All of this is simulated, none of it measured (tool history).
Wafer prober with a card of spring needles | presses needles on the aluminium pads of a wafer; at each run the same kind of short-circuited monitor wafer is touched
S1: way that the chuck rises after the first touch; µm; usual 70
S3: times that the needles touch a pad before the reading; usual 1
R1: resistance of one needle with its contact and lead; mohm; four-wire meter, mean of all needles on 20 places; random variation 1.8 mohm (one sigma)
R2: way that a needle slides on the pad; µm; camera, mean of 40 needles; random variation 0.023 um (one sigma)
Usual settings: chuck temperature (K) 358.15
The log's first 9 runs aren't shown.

-- day=4.758 tips cleaned on abrasive film
-- day=5.092 tips cleaned on abrasive film
run 10 day=5.167 | S1=70 chuck_temperature_(K)=358.15 S3=1 | R1=194 R2=14.37
-- day=5.383 tips cleaned on abrasive film
-- day=5.717 tips cleaned on abrasive film
run 11 day=5.883 | S1=70 chuck_temperature_(K)=358.15 S3=1 | R1=191 R2=14.38
-- day=6.054 tips cleaned on abrasive film
-- day=6.392 tips cleaned on abrasive film
run 12 day=6.608 | S1=70 chuck_temperature_(K)=358.15 S3=1 | R1=195 R2=14.4
-- day=6.7 tips cleaned on abrasive film
-- day=7.012 tips cleaned on abrasive film
run 13 day=7.188 | S1=70 chuck_temperature_(K)=358.15 S3=1 | R1=192 R2=14.38
-- day=7.329 tips cleaned on abrasive film
-- day=7.612 tips cleaned on abrasive film
run 14 day=7.742 | S1=70 chuck_temperature_(K)=358.15 S3=2 | R1=191 R2=14.39
-- day=7.904 tips cleaned on abrasive film
run 15 day=8.138 | S1=70 chuck_temperature_(K)=360.15 S3=1 | R1=195 R2=14.38
-- day=8.225 tips cleaned on abrasive film
run 16 day=8.504 | S1=73 chuck_temperature_(K)=384.15 S3=3 | R1=203 R2=15
-- day=8.562 tips cleaned on abrasive film
-- day=8.879 tips cleaned on abrasive film
run 17 day=9.092 | S1=73 chuck_temperature_(K)=384.15 S3=3 | R1=199 R2=15.02
-- day=9.212 tips cleaned on abrasive film
run 18 day=9.417 | S1=57 chuck_temperature_(K)=337.15 S3=1 | R1=193 R2=11.7
-- day=9.508 tips cleaned on abrasive film
-- day=9.808 tips cleaned on abrasive film
-- day=10.104 tips cleaned on abrasive film
run 19 day=10.112 | S1=57 chuck_temperature_(K)=339.15 S3=2 | R1=193 R2=11.72
-- day=10.242 height of the first contact set anew
-- day=10.4 tips cleaned on abrasive film
-- day=10.688 tips cleaned on abrasive film
run 20 day=10.704 | S1=70 chuck_temperature_(K)=344.15 S3=1 | R1=188 R2=14.42
-- day=10.988 tips cleaned on abrasive film
-- day=11.283 tips cleaned on abrasive film
run 21 day=11.288 | S1=70 chuck_temperature_(K)=344.15 S3=1 | R1=189 R2=14.41
-- day=11.604 tips cleaned on abrasive film
-- day=11.912 tips cleaned on abrasive film
run 22 day=11.912 | S1=82 chuck_temperature_(K)=358.15 S3=2 | R1=194 R2=16.87
-- day=12.217 tips cleaned on abrasive film
-- day=12.512 tips cleaned on abrasive film
run 23 day=12.525 | S1=82 chuck_temperature_(K)=358.15 S3=2 | R1=190 R2=16.83
-- day=12.8 tips cleaned on abrasive film
-- day=13.117 tips cleaned on abrasive film
run 24 day=13.217 | S1=62 chuck_temperature_(K)=370.15 S3=1 | R1=201 R2=12.75
-- day=13.408 tips cleaned on abrasive film
-- day=13.712 tips cleaned on abrasive film
run 25 day=13.933 | S1=84 chuck_temperature_(K)=342.15 S3=1 | R1=185 R2=17.27
-- day=14.008 tips cleaned on abrasive film
-- day=14.292 tips cleaned on abrasive film
run 26 day=14.392 | S1=84 chuck_temperature_(K)=342.15 S3=3 | R1=190 R2=17.32
-- day=14.612 tips cleaned on abrasive film
run 27 day=14.8 | S1=70 chuck_temperature_(K)=310.15 S3=1 | R1=183 R2=14.34
-- day=14.921 tips cleaned on abrasive film
-- day=15.217 tips cleaned on abrasive film
run 28 day=15.375 | S1=59 chuck_temperature_(K)=359.15 S3=2 | R1=198 R2=12.15
-- day=15.525 tips cleaned on abrasive film
-- day=15.842 tips cleaned on abrasive film
run 29 day=16.008 | S1=70 chuck_temperature_(K)=362.15 S3=1 | R1=193 R2=14.37
-- day=16.133 tips cleaned on abrasive film
-- day=16.446 tips cleaned on abrasive film
run 30 day=16.521 | S1=81 chuck_temperature_(K)=346.15 S3=1 | R1=190 R2=16.66

Forecast each of these 5 alternatives for the next run:
-- day=16.742 tips cleaned on abrasive film
run A day=16.862 | S1=70 chuck_temperature_(K)=358.15 S3=2 | R1=? R2=?
-- day=16.742 tips cleaned on abrasive film
run B day=16.862 | S1=70 chuck_temperature_(K)=308.15 S3=2 | R1=? R2=?
-- day=16.742 tips cleaned on abrasive film
run C day=16.862 | S1=73 chuck_temperature_(K)=359.15 S3=2 | R1=? R2=?
-- day=16.742 tips cleaned on abrasive film
run D day=16.862 | S1=84 chuck_temperature_(K)=376.15 S3=1 | R1=? R2=?
-- day=16.742 tips cleaned on abrasive film
run E day=16.862 | S1=79 chuck_temperature_(K)=314.15 S3=1 | R1=? R2=?

run=A R1=190 R2=14.38
run=B R1=183 R2=14.37
run=C R1=192 R2=14.99
run=D R1=196 R2=17.25
run=E R1=184 R2=16.22
Without the tool's hidden state the same runs would have given:
run=A R1=190 R2=14.39
run=B R1=183 R2=14.38
run=C R1=192 R2=15.01
run=D R1=196 R2=17.26
run=E R1=184 R2=16.23

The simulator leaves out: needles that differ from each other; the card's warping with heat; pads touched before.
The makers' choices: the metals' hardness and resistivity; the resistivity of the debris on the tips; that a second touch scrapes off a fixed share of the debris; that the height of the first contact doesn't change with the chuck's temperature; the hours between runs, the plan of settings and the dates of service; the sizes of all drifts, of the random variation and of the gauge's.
